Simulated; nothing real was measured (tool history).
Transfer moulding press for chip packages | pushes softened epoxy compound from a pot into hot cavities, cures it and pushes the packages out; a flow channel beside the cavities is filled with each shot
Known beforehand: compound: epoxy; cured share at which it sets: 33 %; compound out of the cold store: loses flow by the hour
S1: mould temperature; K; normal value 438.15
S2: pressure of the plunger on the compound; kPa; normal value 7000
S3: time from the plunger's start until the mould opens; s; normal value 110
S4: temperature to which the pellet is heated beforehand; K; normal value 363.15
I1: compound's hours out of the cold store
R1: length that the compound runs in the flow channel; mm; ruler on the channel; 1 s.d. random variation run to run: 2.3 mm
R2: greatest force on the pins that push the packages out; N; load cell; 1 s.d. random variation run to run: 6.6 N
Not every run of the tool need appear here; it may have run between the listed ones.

run 1 hour=0 | S1=438.15 S2=7000 S3=110 S4=363.15 | I1=11.3 | R1=646 R2=439
-- hour=16 cavities cleaned with cleaning compound and waxed
run 2 hour=73.2 | S1=438.15 S2=7760 S3=110 S4=363.15 | I1=17.6 | R1=651 R2=478
-- hour=121.7 cavities cleaned with cleaning compound and waxed
-- hour=145.6 cavities cleaned with cleaning compound and waxed, once more
run 3 hour=146.8 | S1=438.15 S2=7760 S3=110 S4=363.15 | I1=26.6 | R1=621 R2=278
run 4 hour=187.1 | S1=438.15 S2=7760 S3=110 S4=363.15 | I1=43.7 | R1=573 R2=399
run 5 hour=228.8 | S1=438.15 S2=7760 S3=106 S4=363.15 | I1=27.7 | R1=608 R2=452
-- hour=237.7 mould's thermocouples calibrated
-- hour=248.6 cavities cleaned with cleaning compound and waxed
run 6 hour=277.5 | S1=438.15 S2=7000 S3=110 S4=363.15 | I1=41.4 | R1=535 R2=359
run 7 hour=344.3 | S1=438.15 S2=7000 S3=110 S4=363.15 | I1=37.9 | R1=536 R2=426
-- hour=350 cavities cleaned with cleaning compound and waxed
-- hour=387.8 plunger's sealing rings changed
run 8 hour=405.5 | S1=438.15 S2=7000 S3=110 S4=363.15 | I1=25.6 | R1=609 R2=412
-- hour=457.3 cavities cleaned with cleaning compound and waxed
run 9 hour=472.1 | S1=438.15 S2=7000 S3=108 S4=363.15 | I1=39.3 | R1=571 R2=309
run 10 hour=549.7 | S1=438.15 S2=7000 S3=108 S4=363.15 | I1=24.3 | R1=603 R2=436
-- hour=558.6 cavities cleaned with cleaning compound and waxed
run 11 hour=625.7 | S1=438.15 S2=7030 S3=110 S4=363.15 | I1=10.5 | R1=628 R2=425
-- hour=658.4 cavities cleaned with cleaning compound and waxed
run 12 hour=677.5 | S1=438.15 S2=7030 S3=110 S4=363.15 | I1=48 | R1=533 R2=311
run 13 hour=725.4 | S1=438.15 S2=7030 S3=110 S4=363.15 | I1=44.9 | R1=525 R2=405

For run 14, what comes out?
-- hour=759.4 cavities cleaned with cleaning compound and waxed
run 14 hour=778.3 | S1=438.15 S2=7030 S3=110 S4=363.15 | I1=43.3 | R1=? R2=?

R1: 530 mm
R2: 344 N
If the tool had no hidden condition, the same run with the same run-to-run variation would have returned R1 565 mm, R2 262 N.
